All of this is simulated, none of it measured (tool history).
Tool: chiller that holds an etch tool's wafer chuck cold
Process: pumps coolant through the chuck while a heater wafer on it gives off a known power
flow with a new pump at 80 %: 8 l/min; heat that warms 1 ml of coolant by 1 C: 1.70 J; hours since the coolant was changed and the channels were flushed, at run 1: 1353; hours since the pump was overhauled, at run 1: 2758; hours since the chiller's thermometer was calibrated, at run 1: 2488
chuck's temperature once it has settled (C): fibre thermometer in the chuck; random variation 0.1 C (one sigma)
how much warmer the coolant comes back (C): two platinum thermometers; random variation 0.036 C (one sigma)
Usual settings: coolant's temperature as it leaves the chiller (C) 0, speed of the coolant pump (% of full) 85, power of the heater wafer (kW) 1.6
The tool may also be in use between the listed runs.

run	hour	coolant's temperature as it leaves the chiller (C)	speed of the coolant pump (% of full)	power of the heater wafer (kW)	hours since the coolant was changed and the channels were flushed	hours since the pump was overhauled	hours since the chiller's thermometer was calibrated	chuck's temperature once it has settled (C)	how much warmer the coolant comes back (C)
1	0	0	85	1.6	1353	2758	2488	12.7	7.05
2	79.7	0	85	1.509	1432	2838	2568	11.9	6.64
3	157.4	0	85	1.6	1510	2915	2646	12.4	7.02
4	208.1	0	85	1.6	1561	2966	2696	12.6	6.99
# hour 262.3: chiller's thermometer calibrated
5	265.4	0	85	1.6	1617	3022	3	12.5	6.97
6	312.1	0	85	1.6	1664	3069	50	12.5	7.11
7	377.9	0	85	1.6	1729	3135	116	12.5	7.01
8	436.8	0	85	1.6	1788	3194	174	12.4	7.06
9	474.8	0	85	1.6	1826	3232	212	12.3	7.03
10	554.6	0	85	1.6	1906	3311	292	12.6	7.03
11	615.9	0	85	1.6	1967	3373	354	12.6	7.02
12	675.3	0	80	1.6	2027	3432	413	13.2	7.58
13	725.3	0	85	1.6	2077	3482	463	12.8	7.13
14	760.2	-2	95	1.265	2112	3517	498	7.1	4.93
15	820.8	-6	85	1.6	2172	3578	559	6.7	7.11
16	864.5	3	87	0.929	2216	3621	602	10.3	4.05
17	903.2	-9	78	2.006	2255	3660	641	8.2	9.81
# hour 912.4: coolant pump overhauled
18	979.5	0	67	2.233	2326	67	712	22.9	13.6
19	1052.7	0	71	1.222	2399	140	785	12.1	7.02
20	1089	8	73	0.858	2436	177	822	16.5	4.78
21	1149.6	0	83	1.317	2496	237	882	11.4	6.36
22	1185.9	5	92	2.253	2532	274	919	22.5	9.6
# hour 1244.4: coolant pump overhauled, once more
23	1244.4	5	92	2.253	2586	0	972	20.9	8.49
24	1297.1	0	60	1.984	2639	53	1025	20.7	12.18
25	1353.7	7	90	1.6	2695	109	1081	18.9	6.19

Measured less the same run without the tool's hidden state. The same run-to-run variation is in both; the gauge's scatter may not be:
The hidden state here: heat passed by the chuck's channels, % of clean ones'; flow at a given pump speed, % of a new pump's; coolant's true temperature over the reading, C; drift of the gauge itself on chuck_c, C; drift of the gauge itself on warmer_back_c, C.
run	chuck's temperature once it has settled (C)	how much warmer the coolant comes back (C)
1	+1	+0.4
2	+1	+0.39
3	+1.1	+0.42
4	+1.1	+0.43
5	+1	+0.44
6	+1	+0.45
7	+1	+0.45
8	+1	+0.46
9	+1	+0.47
10	+1.1	+0.48
11	+1.1	+0.49
12	+1.2	+0.53
13	+1.2	+0.51
14	+0.8	+0.35
15	+1.3	+0.52
16	+0.8	+0.3
17	+1.7	+0.73
18	+3	+1.58
19	+1.7	+0.82
20	+1.2	+0.57
21	+1.6	+0.76
22	+2.4	+1.16
23	+0.9	+0.05
24	+1.1	+0.07
25	+0.7	+0.05

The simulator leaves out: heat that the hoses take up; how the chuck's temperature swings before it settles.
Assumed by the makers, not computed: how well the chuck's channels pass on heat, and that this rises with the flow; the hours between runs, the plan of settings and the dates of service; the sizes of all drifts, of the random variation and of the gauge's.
